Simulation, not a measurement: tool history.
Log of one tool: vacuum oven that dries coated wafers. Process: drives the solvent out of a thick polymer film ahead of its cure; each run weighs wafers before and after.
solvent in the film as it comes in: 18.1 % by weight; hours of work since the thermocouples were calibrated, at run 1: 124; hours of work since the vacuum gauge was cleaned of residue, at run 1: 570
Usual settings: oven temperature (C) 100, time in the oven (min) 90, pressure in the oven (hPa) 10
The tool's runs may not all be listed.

run   hour  oven temperature (C)  time in the oven (min)  pressure in the oven (hPa)  hours of work since the thermocouples were calibrated  hours of work since the vacuum gauge was cleaned of residue  solvent left in the film (%)
  1      0                   100                      90                          10                                                    124                                                          570                          4.36
  2   28.3                   100                      90                          10                                                    139                                                          585                          4.36
  3   44.2                   100                      90                          10                                                    148                                                          594                          4.36
  4   57.7                   100                      90                          10                                                    155                                                          601                          4.38
  5     86                   100                      90                          10                                                    169                                                          615                          4.36
  6  115.1                    94                      50                        10.2                                                    185                                                          631                          8.76
  7  132.5                    94                      50                        10.2                                                    194                                                          640                          8.77
  8  160.1                    96                     119                         8.1                                                    208                                                          654                          3.84
  9    178                   115                      81                          10                                                    218                                                          664                          1.88
 10  202.5                   100                      80                          18                                                    230                                                          676                           5.2

Forecast each of these 4 alternatives for the next run:
  A  223.1                   100                      90                        13.1                                                    241                                                          687                             ?
  B  223.1                    88                      80                          18                                                    241                                                          687                             ?
  C  223.1                    95                      90                          10                                                    241                                                          687                             ?
  D  223.1                   112                     149                          10                                                    241                                                          687                             ?

run  solvent left in the film (%)
  A                          4.46
  B                          8.25
  C                          5.56
  D                          0.74
Without the tool's hidden state the same runs would have given:
run  solvent left in the film (%)
  A                          4.51
  B                           8.3
  C                          5.61
  D                          0.74
